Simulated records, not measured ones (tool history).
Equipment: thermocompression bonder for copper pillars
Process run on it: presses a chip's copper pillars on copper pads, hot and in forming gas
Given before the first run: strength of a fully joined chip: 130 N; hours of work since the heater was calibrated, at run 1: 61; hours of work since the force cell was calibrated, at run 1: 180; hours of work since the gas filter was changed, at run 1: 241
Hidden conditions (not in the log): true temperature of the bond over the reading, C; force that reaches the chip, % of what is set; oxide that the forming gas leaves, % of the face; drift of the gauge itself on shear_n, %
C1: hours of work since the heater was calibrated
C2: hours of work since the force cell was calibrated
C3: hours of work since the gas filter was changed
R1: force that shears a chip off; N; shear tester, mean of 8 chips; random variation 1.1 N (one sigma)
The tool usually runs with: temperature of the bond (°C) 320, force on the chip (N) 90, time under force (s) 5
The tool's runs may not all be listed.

{"run": 1, "hour": 0.0, "temperature of the bond (°C)": 320, "force on the chip (N)": 90, "time under force (s)": 5, "C1": 61, "C2": 180, "C3": 241, "R1": 87.8}
{"run": 2, "hour": 9.4, "temperature of the bond (°C)": 320, "force on the chip (N)": 90, "time under force (s)": 5, "C1": 68, "C2": 187, "C3": 249, "R1": 87.7}
{"run": 3, "hour": 22.4, "temperature of the bond (°C)": 320, "force on the chip (N)": 90, "time under force (s)": 5, "C1": 78, "C2": 197, "C3": 259, "R1": 90.4}
{"run": 4, "hour": 33.6, "temperature of the bond (°C)": 320, "force on the chip (N)": 90, "time under force (s)": 5, "C1": 87, "C2": 206, "C3": 267, "R1": 87.4}
{"run": 5, "hour": 43.5, "temperature of the bond (°C)": 327, "force on the chip (N)": 90, "time under force (s)": 5, "C1": 94, "C2": 213, "C3": 275, "R1": 92.3}
{"run": 6, "hour": 54.0, "temperature of the bond (°C)": 327, "force on the chip (N)": 90, "time under force (s)": 5, "C1": 103, "C2": 222, "C3": 283, "R1": 91.8}
{"run": 7, "hour": 60.1, "temperature of the bond (°C)": 327, "force on the chip (N)": 90, "time under force (s)": 5, "C1": 107, "C2": 226, "C3": 288, "R1": 92.0}
{"run": 8, "hour": 74.2, "temperature of the bond (°C)": 320, "force on the chip (N)": 69, "time under force (s)": 5, "C1": 118, "C2": 237, "C3": 299, "R1": 78.6}
{"run": 9, "hour": 85.3, "temperature of the bond (°C)": 344, "force on the chip (N)": 90, "time under force (s)": 5, "C1": 127, "C2": 246, "C3": 307, "R1": 99.6}
{"run": 10, "hour": 99.6, "temperature of the bond (°C)": 320, "force on the chip (N)": 90, "time under force (s)": 8, "C1": 138, "C2": 257, "C3": 318, "R1": 97.4}
{"run": 11, "hour": 113.7, "temperature of the bond (°C)": 320, "force on the chip (N)": 90, "time under force (s)": 8, "C1": 148, "C2": 267, "C3": 329, "R1": 97.1}
{"run": 12, "hour": 122.1, "temperature of the bond (°C)": 320, "force on the chip (N)": 90, "time under force (s)": 8, "C1": 155, "C2": 274, "C3": 335, "R1": 98.2}
{"run": 13, "hour": 131.9, "temperature of the bond (°C)": 320, "force on the chip (N)": 90, "time under force (s)": 6, "C1": 162, "C2": 281, "C3": 343, "R1": 92.2}
{"run": 14, "hour": 146.0, "temperature of the bond (°C)": 320, "force on the chip (N)": 90, "time under force (s)": 5, "C1": 173, "C2": 292, "C3": 354, "R1": 88.2}
{"run": 15, "hour": 152.6, "temperature of the bond (°C)": 320, "force on the chip (N)": 90, "time under force (s)": 7, "C1": 178, "C2": 297, "C3": 359, "R1": 95.4}
{"run": 16, "hour": 161.8, "temperature of the bond (°C)": 320, "force on the chip (N)": 90, "time under force (s)": 7, "C1": 185, "C2": 304, "C3": 366, "R1": 94.7}
{"hour": 170.9, "done": "forming gas filter changed"}
{"run": 17, "hour": 174.7, "temperature of the bond (°C)": 320, "force on the chip (N)": 90, "time under force (s)": 7, "C1": 195, "C2": 314, "C3": 3, "R1": 96.4}
{"run": 18, "hour": 183.4, "temperature of the bond (°C)": 320, "force on the chip (N)": 90, "time under force (s)": 7, "C1": 202, "C2": 321, "C3": 10, "R1": 97.1}
{"run": 19, "hour": 189.5, "temperature of the bond (°C)": 320, "force on the chip (N)": 90, "time under force (s)": 7, "C1": 206, "C2": 325, "C3": 14, "R1": 101.1}
{"run": 20, "hour": 196.5, "temperature of the bond (°C)": 320, "force on the chip (N)": 90, "time under force (s)": 6, "C1": 212, "C2": 331, "C3": 20, "R1": 96.7}
{"run": 21, "hour": 210.4, "temperature of the bond (°C)": 310, "force on the chip (N)": 90, "time under force (s)": 5, "C1": 222, "C2": 341, "C3": 30, "R1": 85.4}
{"hour": 212.6, "done": "force cell calibrated"}
{"run": 22, "hour": 221.4, "temperature of the bond (°C)": 292, "force on the chip (N)": 90, "time under force (s)": 5, "C1": 230, "C2": 7, "C3": 38, "R1": 77.1}
{"run": 23, "hour": 232.3, "temperature of the bond (°C)": 292, "force on the chip (N)": 90, "time under force (s)": 5, "C1": 238, "C2": 15, "C3": 46, "R1": 76.7}
{"hour": 237.8, "done": "force cell calibrated, once more"}
{"run": 24, "hour": 242.6, "temperature of the bond (°C)": 306, "force on the chip (N)": 76, "time under force (s)": 3, "C1": 245, "C2": 4, "C3": 53, "R1": 66.0}
{"run": 25, "hour": 252.9, "temperature of the bond (°C)": 307, "force on the chip (N)": 90, "time under force (s)": 8, "C1": 253, "C2": 12, "C3": 61, "R1": 95.9}
{"run": 26, "hour": 264.2, "temperature of the bond (°C)": 307, "force on the chip (N)": 90, "time under force (s)": 8, "C1": 261, "C2": 20, "C3": 69, "R1": 95.4}
{"run": 27, "hour": 271.6, "temperature of the bond (°C)": 307, "force on the chip (N)": 90, "time under force (s)": 8, "C1": 267, "C2": 26, "C3": 75, "R1": 96.5}
{"run": 28, "hour": 280.1, "temperature of the bond (°C)": 291, "force on the chip (N)": 90, "time under force (s)": 7, "C1": 274, "C2": 33, "C3": 82, "R1": 84.9}
{"run": 29, "hour": 289.4, "temperature of the bond (°C)": 316, "force on the chip (N)": 91, "time under force (s)": 3, "C1": 281, "C2": 40, "C3": 89, "R1": 76.5}
{"run": 30, "hour": 301.5, "temperature of the bond (°C)": 316, "force on the chip (N)": 91, "time under force (s)": 3, "C1": 290, "C2": 49, "C3": 98, "R1": 79.0}
{"run": 31, "hour": 310.7, "temperature of the bond (°C)": 292, "force on the chip (N)": 133, "time under force (s)": 3, "C1": 297, "C2": 56, "C3": 105, "R1": 79.9}
{"run": 32, "hour": 321.0, "temperature of the bond (°C)": 314, "force on the chip (N)": 90, "time under force (s)": 11, "C1": 305, "C2": 64, "C3": 113, "R1": 104.5}
{"run": 33, "hour": 331.3, "temperature of the bond (°C)": 314, "force on the chip (N)": 90, "time under force (s)": 11, "C1": 313, "C2": 72, "C3": 121, "R1": 104.0}
{"run": 34, "hour": 339.1, "temperature of the bond (°C)": 314, "force on the chip (N)": 90, "time under force (s)": 11, "C1": 319, "C2": 78, "C3": 127, "R1": 104.9}
{"run": 35, "hour": 351.4, "temperature of the bond (°C)": 345, "force on the chip (N)": 122, "time under force (s)": 11, "C1": 328, "C2": 87, "C3": 136, "R1": 124.2}
{"run": 36, "hour": 364.0, "temperature of the bond (°C)": 320, "force on the chip (N)": 90, "time under force (s)": 6, "C1": 338, "C2": 97, "C3": 146, "R1": 94.1}
{"run": 37, "hour": 376.7, "temperature of the bond (°C)": 313, "force on the chip (N)": 96, "time under force (s)": 4, "C1": 348, "C2": 107, "C3": 156, "R1": 83.0}
{"run": 38, "hour": 383.5, "temperature of the bond (°C)": 313, "force on the chip (N)": 96, "time under force (s)": 4, "C1": 353, "C2": 112, "C3": 161, "R1": 83.1}
{"run": 39, "hour": 394.8, "temperature of the bond (°C)": 294, "force on the chip (N)": 71, "time under force (s)": 4, "C1": 362, "C2": 121, "C3": 170, "R1": 62.0}

Across each entry between runs, compare the hidden state at the last listed run before it with the hidden state at the first listed run after it:
From run 16 to run 17: forming gas filter changed (hour 170.9)
  force that reaches the chip, % of what is set: 97.3 -> 97.2; oxide that the forming gas leaves, % of the face: 5.27 -> 0.55
  measured less the result without the state, R1: -6.5 -> -1.8 N
From run 21 to run 22: force cell calibrated (hour 212.6)
  force that reaches the chip, % of what is set: 97.1 -> 95.4; oxide that the forming gas leaves, % of the face: 0.93 -> 1.02
  measured less the result without the state, R1: -2.5 -> -3.3 N
From run 23 to run 24: force cell calibrated, once more (hour 237.8)
  force that reaches the chip, % of what is set: 95.3 -> 99.5; oxide that the forming gas leaves, % of the face: 1.13 -> 1.22
  measured less the result without the state, R1: -3.4 -> -1.6 N
